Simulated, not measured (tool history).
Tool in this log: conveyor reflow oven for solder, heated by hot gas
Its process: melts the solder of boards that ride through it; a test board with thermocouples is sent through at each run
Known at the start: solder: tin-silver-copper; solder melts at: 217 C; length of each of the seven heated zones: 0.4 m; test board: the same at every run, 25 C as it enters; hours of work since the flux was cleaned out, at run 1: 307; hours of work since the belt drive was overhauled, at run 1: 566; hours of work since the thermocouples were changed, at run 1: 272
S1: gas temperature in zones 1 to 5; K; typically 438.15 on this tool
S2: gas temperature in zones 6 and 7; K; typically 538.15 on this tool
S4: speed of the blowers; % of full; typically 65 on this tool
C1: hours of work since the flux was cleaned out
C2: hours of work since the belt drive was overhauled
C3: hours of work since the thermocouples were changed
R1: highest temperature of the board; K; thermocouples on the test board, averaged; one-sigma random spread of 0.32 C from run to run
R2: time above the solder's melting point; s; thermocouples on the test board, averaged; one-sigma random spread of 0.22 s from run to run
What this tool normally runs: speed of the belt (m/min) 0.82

run 1 hour=0 | S1=438.15 S2=538.15 speed_of_the_belt_(m/min)=0.82 S4=65 | C1=307 C2=566 C3=272 | R1=519.65 R2=37.9
run 2 hour=11.8 | S1=425.15 S2=538.15 speed_of_the_belt_(m/min)=0.82 S4=65 | C1=313 C2=573 C3=279 | R1=516.95 R2=33.1
run 3 hour=25.8 | S1=425.15 S2=538.15 speed_of_the_belt_(m/min)=0.82 S4=52 | C1=321 C2=581 C3=287 | R1=512.75 R2=29.2
run 4 hour=35.2 | S1=438.15 S2=538.15 speed_of_the_belt_(m/min)=0.82 S4=61 | C1=327 C2=587 C3=292 | R1=518.85 R2=37
run 5 hour=47.6 | S1=447.15 S2=538.15 speed_of_the_belt_(m/min)=0.82 S4=61 | C1=334 C2=594 C3=299 | R1=520.55 R2=40.1
run 6 hour=62.9 | S1=438.15 S2=538.15 speed_of_the_belt_(m/min)=0.902 S4=65 | C1=343 C2=602 C3=308 | R1=515.45 R2=31.2
run 7 hour=69.3 | S1=438.15 S2=538.15 speed_of_the_belt_(m/min)=0.82 S4=65 | C1=346 C2=606 C3=312 | R1=519.45 R2=37.8
run 8 hour=84.1 | S1=438.15 S2=538.15 speed_of_the_belt_(m/min)=0.882 S4=65 | C1=355 C2=615 C3=320 | R1=516.35 R2=32.8
run 9 hour=95 | S1=438.15 S2=538.15 speed_of_the_belt_(m/min)=0.882 S4=67 | C1=361 C2=621 C3=327 | R1=517.15 R2=33.1
run 10 hour=102.7 | S1=438.15 S2=538.15 speed_of_the_belt_(m/min)=0.882 S4=67 | C1=366 C2=625 C3=331 | R1=516.75 R2=33.1
-- hour=113.4 flux residue cleaned out of gas plates and filters
run 11 hour=114.4 | S1=438.15 S2=538.15 speed_of_the_belt_(m/min)=0.882 S4=67 | C1=1 C2=629 C3=335 | R1=519.25 R2=35.5
run 12 hour=122.1 | S1=438.15 S2=538.15 speed_of_the_belt_(m/min)=0.882 S4=67 | C1=5 C2=634 C3=339 | R1=519.65 R2=35.2
run 13 hour=128.7 | S1=438.15 S2=538.15 speed_of_the_belt_(m/min)=0.82 S4=65 | C1=9 C2=637 C3=343 | R1=522.05 R2=40
run 14 hour=143.4 | S1=438.15 S2=538.15 speed_of_the_belt_(m/min)=0.82 S4=65 | C1=17 C2=646 C3=351 | R1=521.45 R2=39.9
run 15 hour=150.6 | S1=423.15 S2=541.15 speed_of_the_belt_(m/min)=0.798 S4=54 | C1=21 C2=650 C3=356 | R1=518.95 R2=34.6
run 16 hour=158 | S1=452.15 S2=538.15 speed_of_the_belt_(m/min)=0.82 S4=68 | C1=26 C2=654 C3=360 | R1=525.15 R2=45.3
run 17 hour=164.1 | S1=438.15 S2=538.15 speed_of_the_belt_(m/min)=0.82 S4=51 | C1=29 C2=658 C3=363 | R1=517.75 R2=36
run 18 hour=175.4 | S1=438.15 S2=538.15 speed_of_the_belt_(m/min)=0.82 S4=51 | C1=36 C2=664 C3=370 | R1=517.75 R2=35.6
run 19 hour=190.4 | S1=438.15 S2=542.15 speed_of_the_belt_(m/min)=0.915 S4=51 | C1=44 C2=673 C3=379 | R1=515.85 R2=30.5
run 20 hour=205.6 | S1=438.15 S2=542.15 speed_of_the_belt_(m/min)=0.915 S4=51 | C1=53 C2=681 C3=387 | R1=516.65 R2=30.3
run 21 hour=214 | S1=452.15 S2=546.15 speed_of_the_belt_(m/min)=0.808 S4=56 | C1=58 C2=686 C3=392 | R1=528.85 R2=48.1
run 22 hour=225.9 | S1=452.15 S2=546.15 speed_of_the_belt_(m/min)=0.808 S4=56 | C1=65 C2=693 C3=399 | R1=528.75 R2=47.7
run 23 hour=238.8 | S1=426.15 S2=528.15 speed_of_the_belt_(m/min)=0.704 S4=68 | C1=72 C2=701 C3=406 | R1=516.55 R2=41.1
run 24 hour=250 | S1=429.15 S2=546.15 speed_of_the_belt_(m/min)=0.731 S4=54 | C1=78 C2=707 C3=413 | R1=527.65 R2=45.7
run 25 hour=260.4 | S1=429.15 S2=546.15 speed_of_the_belt_(m/min)=0.731 S4=54 | C1=84 C2=713 C3=419 | R1=527.95 R2=45.9
run 26 hour=273.2 | S1=449.15 S2=548.15 speed_of_the_belt_(m/min)=0.817 S4=58 | C1=92 C2=720 C3=426 | R1=530.15 R2=47.2
run 27 hour=286.6 | S1=449.15 S2=548.15 speed_of_the_belt_(m/min)=0.817 S4=58 | C1=99 C2=728 C3=434 | R1=530.35 R2=46.8

4 options for the next run, each taken on its own from the tool as it stands now. Forecast them:
run A hour=301.9 | S1=452.15 S2=534.15 speed_of_the_belt_(m/min)=0.82 S4=66 | C1=108 C2=737 C3=443 | R1=? R2=?
run B hour=301.9 | S1=430.15 S2=538.15 speed_of_the_belt_(m/min)=0.82 S4=72 | C1=108 C2=737 C3=443 | R1=? R2=?
run C hour=301.9 | S1=449.15 S2=548.15 speed_of_the_belt_(m/min)=0.69 S4=73 | C1=108 C2=737 C3=443 | R1=? R2=?
run D hour=301.9 | S1=449.15 S2=529.15 speed_of_the_belt_(m/min)=0.817 S4=63 | C1=108 C2=737 C3=443 | R1=? R2=?

run=A R1=520.75 R2=43.2
run=B R1=521.45 R2=38
run=C R1=538.45 R2=61.3
run=D R1=515.25 R2=38.6
Stripped of hidden state, with their random variation kept, the same runs would have yielded:
run=A R1=519.95 R2=42.2
run=B R1=520.85 R2=37.1
run=C R1=537.55 R2=60
run=D R1=514.45 R2=37.5
